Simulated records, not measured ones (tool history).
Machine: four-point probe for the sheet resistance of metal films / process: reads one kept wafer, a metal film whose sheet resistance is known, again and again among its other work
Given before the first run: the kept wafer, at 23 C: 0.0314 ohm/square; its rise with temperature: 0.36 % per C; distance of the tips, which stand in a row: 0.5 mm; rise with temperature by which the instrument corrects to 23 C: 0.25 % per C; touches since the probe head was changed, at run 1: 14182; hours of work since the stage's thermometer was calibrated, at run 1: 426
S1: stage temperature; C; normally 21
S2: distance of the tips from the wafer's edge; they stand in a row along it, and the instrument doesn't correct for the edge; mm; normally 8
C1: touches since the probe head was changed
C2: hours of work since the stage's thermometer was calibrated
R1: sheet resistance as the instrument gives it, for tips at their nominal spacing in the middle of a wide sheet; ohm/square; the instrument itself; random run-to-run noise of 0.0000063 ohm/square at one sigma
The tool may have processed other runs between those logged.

{"run": 1, "hour": 0.0, "S1": 21, "S2": 8, "C1": 14182, "C2": 426, "R1": 0.031188}
{"run": 2, "hour": 9.2, "S1": 24, "S2": 8, "C1": 14506, "C2": 433, "R1": 0.031294}
{"run": 3, "hour": 23.9, "S1": 24, "S2": 8, "C1": 15027, "C2": 444, "R1": 0.0313}
{"run": 4, "hour": 32.0, "S1": 24, "S2": 8, "C1": 15314, "C2": 450, "R1": 0.031296}
{"run": 5, "hour": 44.7, "S1": 24, "S2": 8, "C1": 15760, "C2": 460, "R1": 0.031298}
{"run": 6, "hour": 58.0, "S1": 24, "S2": 8, "C1": 16230, "C2": 470, "R1": 0.031306}
{"run": 7, "hour": 66.0, "S1": 21, "S2": 8, "C1": 16514, "C2": 476, "R1": 0.031214}
{"run": 8, "hour": 82.8, "S1": 21, "S2": 45, "C1": 17109, "C2": 488, "R1": 0.03115}
{"run": 9, "hour": 99.7, "S1": 21, "S2": 45, "C1": 17706, "C2": 501, "R1": 0.031142}
{"run": 10, "hour": 111.3, "S1": 21, "S2": 45, "C1": 18115, "C2": 510, "R1": 0.031146}
{"run": 11, "hour": 123.5, "S1": 21, "S2": 8, "C1": 18545, "C2": 519, "R1": 0.031219}
{"run": 12, "hour": 138.6, "S1": 25, "S2": 8, "C1": 19080, "C2": 530, "R1": 0.03135}
{"run": 13, "hour": 152.0, "S1": 21, "S2": 8, "C1": 19554, "C2": 540, "R1": 0.031212}
{"run": 14, "hour": 164.4, "S1": 21, "S2": 8, "C1": 19992, "C2": 549, "R1": 0.031214}
{"run": 15, "hour": 176.7, "S1": 21, "S2": 8, "C1": 20426, "C2": 558, "R1": 0.031218}
{"run": 16, "hour": 192.8, "S1": 21, "S2": 8, "C1": 20996, "C2": 571, "R1": 0.031219}
{"run": 17, "hour": 206.3, "S1": 21, "S2": 12, "C1": 21472, "C2": 581, "R1": 0.031194}
{"run": 18, "hour": 223.8, "S1": 21, "S2": 12, "C1": 22092, "C2": 594, "R1": 0.031207}
{"run": 19, "hour": 239.7, "S1": 21, "S2": 12, "C1": 22652, "C2": 606, "R1": 0.031195}
{"run": 20, "hour": 253.7, "S1": 24, "S2": 8, "C1": 23146, "C2": 616, "R1": 0.031341}
{"run": 21, "hour": 265.4, "S1": 21, "S2": 21, "C1": 23560, "C2": 625, "R1": 0.031186}
{"run": 22, "hour": 276.4, "S1": 21, "S2": 50, "C1": 23949, "C2": 633, "R1": 0.031174}
{"run": 23, "hour": 284.9, "S1": 28, "S2": 14, "C1": 24251, "C2": 639, "R1": 0.03143}
{"run": 24, "hour": 301.1, "S1": 29, "S2": 35, "C1": 24821, "C2": 651, "R1": 0.031449}
{"run": 25, "hour": 312.8, "S1": 24, "S2": 3, "C1": 25234, "C2": 660, "R1": 0.031738}
{"run": 26, "hour": 320.4, "S1": 26, "S2": 55, "C1": 25505, "C2": 666, "R1": 0.031348}
{"run": 27, "hour": 336.9, "S1": 19, "S2": 12, "C1": 26087, "C2": 678, "R1": 0.031148}
{"run": 28, "hour": 352.8, "S1": 22, "S2": 33, "C1": 26648, "C2": 690, "R1": 0.031221}
{"run": 29, "hour": 363.7, "S1": 22, "S2": 33, "C1": 27036, "C2": 698, "R1": 0.031237}
{"run": 30, "hour": 379.4, "S1": 22, "S2": 21, "C1": 27591, "C2": 710, "R1": 0.031244}
{"run": 31, "hour": 392.7, "S1": 22, "S2": 21, "C1": 28059, "C2": 720, "R1": 0.031242}
{"run": 32, "hour": 410.4, "S1": 21, "S2": 21, "C1": 28685, "C2": 733, "R1": 0.031224}
{"run": 33, "hour": 421.3, "S1": 29, "S2": 14, "C1": 29071, "C2": 741, "R1": 0.031485}
{"run": 34, "hour": 436.3, "S1": 29, "S2": 14, "C1": 29600, "C2": 753, "R1": 0.031501}
{"run": 35, "hour": 450.9, "S1": 30, "S2": 46, "C1": 30116, "C2": 764, "R1": 0.031513}
{"run": 36, "hour": 464.3, "S1": 23, "S2": 33, "C1": 30591, "C2": 774, "R1": 0.031296}
{"run": 37, "hour": 474.3, "S1": 18, "S2": 13, "C1": 30942, "C2": 781, "R1": 0.03114}
{"run": 38, "hour": 490.8, "S1": 20, "S2": 11, "C1": 31526, "C2": 793, "R1": 0.031235}
{"run": 39, "hour": 502.2, "S1": 24, "S2": 42, "C1": 31931, "C2": 802, "R1": 0.031344}
{"run": 40, "hour": 517.7, "S1": 19, "S2": 8, "C1": 32476, "C2": 814, "R1": 0.031241}
{"run": 41, "hour": 532.1, "S1": 35, "S2": 16, "C1": 32988, "C2": 824, "R1": 0.031697}
{"run": 42, "hour": 546.4, "S1": 28, "S2": 73, "C1": 33490, "C2": 835, "R1": 0.031475}
{"run": 43, "hour": 561.4, "S1": 27, "S2": 4, "C1": 34022, "C2": 846, "R1": 0.031696}
{"run": 44, "hour": 570.0, "S1": 34, "S2": 4, "C1": 34325, "C2": 853, "R1": 0.031933}

Branching from run 44: 3 alternative next runs. What would each branch give?
{"run": "A", "hour": 582.2, "S1": 18, "S2": 25, "C1": 34758, "C2": 862, "R1": "?"}
{"run": "B", "hour": 582.2, "S1": 19, "S2": 7, "C1": 34758, "C2": 862, "R1": "?"}
{"run": "C", "hour": 582.2, "S1": 19, "S2": 5, "C1": 34758, "C2": 862, "R1": "?"}

run=A R1=0.031134
run=B R1=0.031261
run=C R1=0.031347
Stripped of hidden state, with their random variation kept, the same runs would have yielded:
run=A R1=0.031223
run=B R1=0.031351
run=C R1=0.031437
